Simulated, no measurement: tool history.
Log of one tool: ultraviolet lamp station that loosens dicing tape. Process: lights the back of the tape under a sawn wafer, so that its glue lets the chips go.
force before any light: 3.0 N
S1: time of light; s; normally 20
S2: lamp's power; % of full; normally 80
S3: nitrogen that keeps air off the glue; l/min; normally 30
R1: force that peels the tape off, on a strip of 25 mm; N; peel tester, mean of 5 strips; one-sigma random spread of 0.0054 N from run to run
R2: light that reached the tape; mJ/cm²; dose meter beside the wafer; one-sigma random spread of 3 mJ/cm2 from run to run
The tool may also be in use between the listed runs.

run    hour  S1  S2  S3     R1   R2
  1     0.0  20  80  30  0.216  283
  2    43.2  20  80  41  0.193  274
       56.8  -- window cleaned of glue's vapour
  3    78.9  12  80  30  0.484  186
  4   126.4  12  80  30  0.508  182
  5   171.4  12  80  30  0.551  178
  6   196.4  20  70  30  0.279  252
  7   242.1  20  70  30  0.297  243
  8   291.4  20  77  30  0.271  256
  9   333.9  20  77  30  0.290  247
      353.3  -- window cleaned of glue's vapour
 10   371.0  20  77  30  0.220  285
 11   427.7  20  77  30  0.245  274
 12   482.2  20  80  30  0.237  271
 13   507.8  20  99  30  0.171  335
 14   550.6  20  99  30  0.175  322
 15   603.5  20  99  30  0.195  306
      650.2  -- window cleaned of glue's vapour
 16   650.2  20  80  30  0.215  281
      680.9  -- lamp changed
 17   682.2  20  69  30  0.129  368
 18   721.1  20  80  24  0.126  419
 19   760.6  20  80  24  0.134  407
 20   793.4  20  80  24  0.139  394
 21   819.2  20  80  24  0.146  387
 22   870.2  20  80  30  0.134  375
 23   923.4  20  80  19  0.193  361
      950.6  -- window cleaned of glue's vapour
 24   954.9  28  97  16  0.093  709
 25   988.1  28  98  51  0.076  705
 26  1041.0  28  98  51  0.074  681
 27  1074.8  18  98  45  0.095  426
 28  1105.3  14  98  45  0.134  326
 29  1159.9  15  80   9  0.542  275
 30  1213.8  35  98  13  0.098  753
     1247.1  -- window cleaned of glue's vapour
 31  1250.1  35  98  13  0.086  862
 32  1297.3  20  65  30  0.191  314
 33  1338.3  20  65  30  0.192  306
 34  1379.4  16  86  12  0.350  315
 35  1424.0  16  86  12  0.376  305
 36  1457.2  11  67  13  0.937  156
 37  1496.8  23  73  13  0.283  351
 38  1539.7  16  80  23  0.343  263
     1543.7  -- window cleaned of glue's vapour
 39  1575.6  12  64  51  0.382  181
 40  1633.6  26  64  51  0.103  372
 41  1689.0  10  73  44  0.518  160
 42  1740.4  10  73  44  0.563  153
 43  1797.6  30  89  44  0.075  531

Branching from run 43: 4 alternative next runs. What would each branch give?
  A  1838.2  16  75  44   ?   ?
  B  1838.2  13  78  15   ?   ?
  C  1838.2  30  86  10   ?   ?
  D  1838.2  20  83  11   ?   ?

run     R1   R2
  A  0.280  230
  B  0.664  199
  C  0.173  498
  D  0.353  317
The same runs, with their run-to-run variation unchanged, on a tool lacking any hidden condition would have given:
run     R1   R2
  A  0.149  328
  B  0.373  283
  C  0.102  711
  D  0.178  453
